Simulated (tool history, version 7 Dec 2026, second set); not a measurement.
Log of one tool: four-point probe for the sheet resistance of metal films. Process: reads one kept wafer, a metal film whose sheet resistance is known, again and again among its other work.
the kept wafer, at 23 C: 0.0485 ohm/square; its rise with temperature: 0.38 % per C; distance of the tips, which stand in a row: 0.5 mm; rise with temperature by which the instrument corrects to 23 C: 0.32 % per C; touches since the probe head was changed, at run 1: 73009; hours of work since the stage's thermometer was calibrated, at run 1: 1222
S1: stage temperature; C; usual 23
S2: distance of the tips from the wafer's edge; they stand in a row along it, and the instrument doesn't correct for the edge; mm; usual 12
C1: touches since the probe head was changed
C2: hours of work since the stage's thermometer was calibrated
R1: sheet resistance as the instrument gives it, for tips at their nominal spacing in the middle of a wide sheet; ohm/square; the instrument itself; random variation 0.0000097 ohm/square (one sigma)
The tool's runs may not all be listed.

run,hour,S1,S2,C1,C2,R1
1,0,23,12,73009,1222,0.048532
2,56.8,23,12,75875,1264,0.048539
3,98.9,23,12,78002,1295,0.048532
4,160.9,27,12,81131,1341,0.048654
5,227,23,5,84471,1390,0.048747
6,291,23,5,87703,1438,0.048752
7,347.3,18,12,90544,1480,0.048385
8,398.5,23,12,93129,1518,0.048545
9,452.9,23,12,95875,1558,0.048543
10,498.5,23,12,98176,1592,0.048519
11,560,23,12,101283,1638,0.048534
12,599.5,23,12,103277,1667,0.048529
13,629.8,23,52,104806,1689,0.0485
# hour 693.7: stage's thermometer calibrated
14,700.1,23,52,108329,5,0.048491
15,762.3,23,52,111469,51,0.04849
16,809.4,23,52,113849,86,0.048497
17,865.7,23,12,116693,128,0.048522
18,932.8,23,12,120081,178,0.048542
19,973.8,28,12,122150,208,0.04869
20,1040,23,13,125491,257,0.04853
# hour 1045.3: new probe head fitted
21,1088.3,23,12,2171,292,0.048529
22,1130.2,23,13,4285,324,0.048554
23,1195.9,23,13,7602,372,0.048533
24,1268.9,32,8,11287,427,0.048859
25,1332.1,21,36,14477,473,0.048447
26,1390.1,30,4,17406,517,0.049109
27,1443.7,21,31,20114,556,0.048438
28,1481.6,21,31,22029,585,0.048441
29,1519.2,31,12,23924,612,0.048793
30,1580.2,20,49,27004,658,0.048427
31,1649,22,68,30477,709,0.048474
32,1692.5,21,34,32673,741,0.048436
33,1750.1,21,34,35583,784,0.048443
34,1810.8,19,34,38649,829,0.048385
35,1859.8,33,12,41121,865,0.048841
36,1900.8,20,7,43194,896,0.048547
37,1969,22,10,46637,947,0.048535
38,2004.4,22,31,48422,973,0.048488
39,2066.3,34,25,51549,1019,0.048815
40,2114.6,34,52,53986,1055,0.048823
41,2150.5,29,17,55799,1081,0.048695
42,2212.5,27,38,58929,1128,0.048613
43,2273.4,34,6,62006,1173,0.049005
44,2345.5,34,6,65644,1226,0.048994
45,2410.2,32,23,68914,1274,0.048759

Forecast each of these 3 alternatives for the next run:
A,2457.5,27,60,71302,1310,?
B,2457.5,22,12,71302,1310,?
C,2457.5,32,19,71302,1310,?

run,R1
A,0.04863
B,0.048506
C,0.048776
Without the tool's hidden state the same runs would have given:
run,R1
A,0.048636
B,0.048513
C,0.048782
